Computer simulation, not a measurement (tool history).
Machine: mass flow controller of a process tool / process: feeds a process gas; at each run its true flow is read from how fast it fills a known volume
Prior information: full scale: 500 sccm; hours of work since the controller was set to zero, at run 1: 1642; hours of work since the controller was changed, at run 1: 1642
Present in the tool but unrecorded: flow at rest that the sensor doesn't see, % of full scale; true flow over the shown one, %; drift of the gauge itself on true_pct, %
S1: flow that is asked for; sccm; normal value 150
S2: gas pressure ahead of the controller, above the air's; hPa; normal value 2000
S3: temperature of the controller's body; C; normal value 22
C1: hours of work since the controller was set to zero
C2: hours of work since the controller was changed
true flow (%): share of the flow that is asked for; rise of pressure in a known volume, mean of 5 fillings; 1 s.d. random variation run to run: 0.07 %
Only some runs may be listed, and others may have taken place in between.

{"run": 1, "hour": 0.0, "S1": 150, "S2": 2000, "S3": 22, "C1": 1642, "C2": 1642, "true flow (%)": 97.47}
{"run": 2, "hour": 243.3, "S1": 150, "S2": 2000, "S3": 22, "C1": 1828, "C2": 1828, "true flow (%)": 97.34}
{"run": 3, "hour": 455.5, "S1": 150, "S2": 2000, "S3": 22, "C1": 1989, "C2": 1989, "true flow (%)": 97.37}
{"run": 4, "hour": 788.1, "S1": 150, "S2": 2480, "S3": 22, "C1": 2243, "C2": 2243, "true flow (%)": 97.71}
{"run": 5, "hour": 1176.2, "S1": 150, "S2": 2480, "S3": 22, "C1": 2539, "C2": 2539, "true flow (%)": 97.74}
{"run": 6, "hour": 1494.8, "S1": 150, "S2": 2480, "S3": 22, "C1": 2781, "C2": 2781, "true flow (%)": 97.76}
{"run": 7, "hour": 1892.7, "S1": 150, "S2": 2480, "S3": 34, "C1": 3085, "C2": 3085, "true flow (%)": 99.02}
{"run": 8, "hour": 2155.5, "S1": 150, "S2": 2000, "S3": 22, "C1": 3285, "C2": 3285, "true flow (%)": 97.3}
{"run": 9, "hour": 2552.0, "S1": 150, "S2": 2000, "S3": 22, "C1": 3587, "C2": 3587, "true flow (%)": 97.45}
{"run": 10, "hour": 2889.0, "S1": 150, "S2": 1880, "S3": 22, "C1": 3844, "C2": 3844, "true flow (%)": 97.35}
{"run": 11, "hour": 3238.5, "S1": 150, "S2": 1880, "S3": 22, "C1": 4111, "C2": 4111, "true flow (%)": 97.27}
{"run": 12, "hour": 3406.2, "S1": 150, "S2": 1880, "S3": 22, "C1": 4238, "C2": 4238, "true flow (%)": 97.31}
{"run": 13, "hour": 3784.8, "S1": 150, "S2": 1880, "S3": 22, "C1": 4527, "C2": 4527, "true flow (%)": 97.3}
{"run": 14, "hour": 4097.5, "S1": 150, "S2": 1880, "S3": 22, "C1": 4765, "C2": 4765, "true flow (%)": 97.21}
{"run": 15, "hour": 4421.0, "S1": 150, "S2": 1880, "S3": 22, "C1": 5012, "C2": 5012, "true flow (%)": 97.28}
{"run": 16, "hour": 4636.9, "S1": 150, "S2": 1880, "S3": 22, "C1": 5176, "C2": 5176, "true flow (%)": 97.23}
{"run": 17, "hour": 4888.2, "S1": 150, "S2": 1880, "S3": 22, "C1": 5368, "C2": 5368, "true flow (%)": 97.38}
{"run": 18, "hour": 5067.2, "S1": 150, "S2": 2000, "S3": 22, "C1": 5504, "C2": 5504, "true flow (%)": 97.36}
{"run": 19, "hour": 5246.0, "S1": 150, "S2": 2000, "S3": 22, "C1": 5641, "C2": 5641, "true flow (%)": 97.33}
{"run": 20, "hour": 5569.1, "S1": 238, "S2": 2000, "S3": 22, "C1": 5887, "C2": 5887, "true flow (%)": 97.89}
{"hour": 5704.7, "done": "controller exchanged for a calibrated one"}
{"run": 21, "hour": 5907.2, "S1": 238, "S2": 2000, "S3": 22, "C1": 154, "C2": 154, "true flow (%)": 97.9}
{"run": 22, "hour": 6236.9, "S1": 238, "S2": 2000, "S3": 22, "C1": 406, "C2": 406, "true flow (%)": 97.88}
{"run": 23, "hour": 6534.7, "S1": 238, "S2": 2000, "S3": 22, "C1": 633, "C2": 633, "true flow (%)": 97.97}
{"run": 24, "hour": 6869.2, "S1": 150, "S2": 2590, "S3": 26, "C1": 888, "C2": 888, "true flow (%)": 98.15}
{"run": 25, "hour": 7260.9, "S1": 150, "S2": 1450, "S3": 34, "C1": 1186, "C2": 1186, "true flow (%)": 98.37}
{"run": 26, "hour": 7462.1, "S1": 61, "S2": 2560, "S3": 34, "C1": 1340, "C2": 1340, "true flow (%)": 98.59}
{"run": 27, "hour": 7821.0, "S1": 61, "S2": 2560, "S3": 34, "C1": 1613, "C2": 1613, "true flow (%)": 98.44}
{"run": 28, "hour": 8087.2, "S1": 357, "S2": 2610, "S3": 34, "C1": 1816, "C2": 1816, "true flow (%)": 100.51}
{"run": 29, "hour": 8399.4, "S1": 456, "S2": 2730, "S3": 24, "C1": 2054, "C2": 2054, "true flow (%)": 100.07}
{"run": 30, "hour": 8656.0, "S1": 456, "S2": 2730, "S3": 24, "C1": 2249, "C2": 2249, "true flow (%)": 100.1}
{"run": 31, "hour": 8866.4, "S1": 370, "S2": 1420, "S3": 26, "C1": 2410, "C2": 2410, "true flow (%)": 98.95}
{"run": 32, "hour": 9209.5, "S1": 370, "S2": 1420, "S3": 26, "C1": 2671, "C2": 2671, "true flow (%)": 98.88}
{"run": 33, "hour": 9585.9, "S1": 160, "S2": 2740, "S3": 31, "C1": 2958, "C2": 2958, "true flow (%)": 98.9}
{"run": 34, "hour": 9959.8, "S1": 90, "S2": 1410, "S3": 25, "C1": 3243, "C2": 3243, "true flow (%)": 97.0}
{"run": 35, "hour": 10168.7, "S1": 90, "S2": 1410, "S3": 25, "C1": 3402, "C2": 3402, "true flow (%)": 96.96}
{"run": 36, "hour": 10363.9, "S1": 387, "S2": 1410, "S3": 35, "C1": 3551, "C2": 3551, "true flow (%)": 100.01}
{"run": 37, "hour": 10529.9, "S1": 51, "S2": 2270, "S3": 20, "C1": 3678, "C2": 3678, "true flow (%)": 96.75}
{"run": 38, "hour": 10889.1, "S1": 51, "S2": 2270, "S3": 20, "C1": 3952, "C2": 3952, "true flow (%)": 96.84}
{"run": 39, "hour": 11244.7, "S1": 229, "S2": 1730, "S3": 34, "C1": 4223, "C2": 4223, "true flow (%)": 99.12}
{"run": 40, "hour": 11575.6, "S1": 56, "S2": 2180, "S3": 30, "C1": 4475, "C2": 4475, "true flow (%)": 97.75}
{"run": 41, "hour": 11828.8, "S1": 105, "S2": 2040, "S3": 27, "C1": 4668, "C2": 4668, "true flow (%)": 97.65}
{"run": 42, "hour": 12077.2, "S1": 143, "S2": 1860, "S3": 23, "C1": 4857, "C2": 4857, "true flow (%)": 97.43}
{"run": 43, "hour": 12270.2, "S1": 143, "S2": 1860, "S3": 23, "C1": 5004, "C2": 5004, "true flow (%)": 97.23}
{"run": 44, "hour": 12536.2, "S1": 107, "S2": 2370, "S3": 21, "C1": 5207, "C2": 5207, "true flow (%)": 97.23}
{"run": 45, "hour": 12808.8, "S1": 398, "S2": 2450, "S3": 22, "C1": 5415, "C2": 5415, "true flow (%)": 99.24}

Take each entry between the runs: how does the hidden state at the last listed run before it differ from the hidden state at the first listed run after it?
Runs 20 to 21: controller exchanged for a calibrated one (hour 5704.7)
  flow at rest that the sensor doesn't see, % of full scale: 0.003 -> 0; true flow over the shown one, %: 0.01 -> 0
